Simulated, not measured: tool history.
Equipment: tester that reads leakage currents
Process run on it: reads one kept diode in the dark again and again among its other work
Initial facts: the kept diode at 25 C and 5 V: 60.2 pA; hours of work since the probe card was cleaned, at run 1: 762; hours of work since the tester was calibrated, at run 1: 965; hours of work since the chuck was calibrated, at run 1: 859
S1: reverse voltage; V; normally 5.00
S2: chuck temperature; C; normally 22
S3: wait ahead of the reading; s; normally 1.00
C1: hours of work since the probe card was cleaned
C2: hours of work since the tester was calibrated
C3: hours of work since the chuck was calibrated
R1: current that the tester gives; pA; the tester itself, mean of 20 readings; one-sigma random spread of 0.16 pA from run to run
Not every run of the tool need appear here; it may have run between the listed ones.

run   hour     S1  S2    S3    C1    C2    C3      R1
  1    0.0   5.00  22  1.00   762   965   859   54.03
  2   19.4   5.00  22  1.00   775   978   872   54.15
  3   39.9   5.00  22  1.00   789   992   886   53.98
  4   60.3   5.00  22  1.00   802  1005   899   54.21
  5   90.2   5.00  22  1.00   822  1025   919   54.37
  6  115.8   5.00  22  1.00   840  1043   936   54.50
  7  150.6   5.00  22  1.00   863  1066   960   54.67
  8  168.5   5.00  22  1.00   875  1078   972   54.65
  9  185.1   5.00  22  4.14   886  1089   983   53.49
 10  217.9   5.00  22  4.14   908  1111  1005   53.58
 11  252.2   5.00  22  1.00   931  1134  1028   54.81
 12  285.7   5.00  22  1.00   953  1156  1050   55.26
 13  321.3   5.00  22  1.00   977  1180  1074   55.08
 14  347.5   5.00  22  1.00   995  1198  1091   55.27
 15  379.3   5.00  22  1.00  1016  1219  1113   55.20
 16  405.1   5.00  22  1.00  1033  1236  1130   55.65
     424.3  -- chuck's temperature calibrated
 17  437.4   2.13  22  1.00  1054  1256     9   35.96
 18  467.1   2.13  22  1.00  1073  1276    29   35.85
 19  500.1  10.59  54  2.74  1096  1298    51  611.73
 20  520.7   5.00  45  0.77  1109  1312    65  254.63
 21  541.0   1.18  22  1.00  1123  1326    78   27.83
 22  558.7   1.18  22  1.00  1135  1338    90   27.85
 23  588.1   1.18  22  1.00  1154  1357   110   27.98
 24  605.0   8.97  22  1.00  1166  1369   121   68.81
 25  620.9   6.10  22  0.63  1176  1379   132   58.88
 26  638.8  18.16  22  1.00  1188  1391   144   97.02
 27  669.5   5.00  53  0.58  1209  1412   164  426.05
 28  698.8  11.29  32  1.00  1229  1431   184  153.24
 29  732.3   2.92  22  0.88  1251  1454   206   41.86
 30  758.4   2.00  43  1.54  1268  1471   224  153.13
 31  779.1   2.43  44  4.79  1282  1485   238  177.26
 32  797.8   9.23  44  0.80  1295  1498   250  312.94
 33  816.2   3.95  36  1.19  1307  1510   262  127.59
 34  840.3   3.95  36  1.19  1323  1526   278  128.80
 35  862.2   3.95  36  1.19  1338  1541   293  128.52
 36  878.8   3.95  36  1.19  1349  1552   304  128.34

Predict each of these 5 candidate next runs independently; none follows another, all start after run 36:
  A  905.9  1.58  22  1.00  1367  1570  322   ?
  B  905.9  1.34  36  1.19  1367  1570  322   ?
  C  905.9  1.54  22  1.98  1367  1570  322   ?
  D  905.9  5.65  51  1.19  1367  1570  322   ?
  E  905.9  1.49  52  1.19  1367  1570  322   ?

run      R1
  A   32.35
  B   81.59
  C   31.70
  D  399.00
  E  244.24
With the hidden condition removed and each run's random variation left untouched, the same runs would have given:
run      R1
  A   30.49
  B   78.24
  C   29.87
  D  383.99
  E  235.94

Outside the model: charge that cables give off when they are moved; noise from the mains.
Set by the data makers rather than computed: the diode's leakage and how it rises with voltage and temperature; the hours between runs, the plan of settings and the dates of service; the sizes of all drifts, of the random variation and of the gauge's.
